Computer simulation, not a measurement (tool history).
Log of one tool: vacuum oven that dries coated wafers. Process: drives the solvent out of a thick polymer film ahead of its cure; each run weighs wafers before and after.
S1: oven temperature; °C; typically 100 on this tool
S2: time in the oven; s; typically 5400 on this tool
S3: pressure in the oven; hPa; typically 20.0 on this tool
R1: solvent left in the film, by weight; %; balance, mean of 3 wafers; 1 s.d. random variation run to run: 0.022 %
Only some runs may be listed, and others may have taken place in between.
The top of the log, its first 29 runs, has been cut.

run,hour,S1,S2,S3,R1
30,361.6,108,3960,29.4,1.89
31,378.6,94,5400,20.0,3.01
32,386.9,96,6720,20.0,1.99
33,395.8,96,2940,20.0,4.70
34,410.4,93,7260,49.2,3.69
35,418.1,91,7680,20.0,2.49
36,433.3,100,7680,16.4,1.18
37,444.7,105,3660,65.4,3.61
38,459.6,105,4200,65.4,3.26
39,470.6,105,4200,65.4,3.28
40,488.0,99,4140,65.4,4.42
41,502.9,99,4140,65.4,4.46
42,520.7,90,3000,22.1,5.86
43,532.8,100,5400,13.8,1.76
44,541.9,102,7140,51.1,2.33
45,553.9,100,7140,12.3,1.13
46,562.4,114,4260,57.9,1.79

Consider 5 possible next runs. They are alternatives, not a sequence: every one starts from the tool as it was left by run 46. What does each give?
A,575.4,98,7800,45.9,?
B,575.4,113,4260,26.9,?
C,575.4,92,4320,46.8,?
D,575.4,111,5340,38.6,?
E,575.4,88,6780,57.9,?

run,R1
A,2.52
B,1.15
C,5.21
D,1.37
E,5.36
With no hidden state in the tool, these same runs would have given:
run,R1
A,2.57
B,1.18
C,5.32
D,1.39
E,5.48

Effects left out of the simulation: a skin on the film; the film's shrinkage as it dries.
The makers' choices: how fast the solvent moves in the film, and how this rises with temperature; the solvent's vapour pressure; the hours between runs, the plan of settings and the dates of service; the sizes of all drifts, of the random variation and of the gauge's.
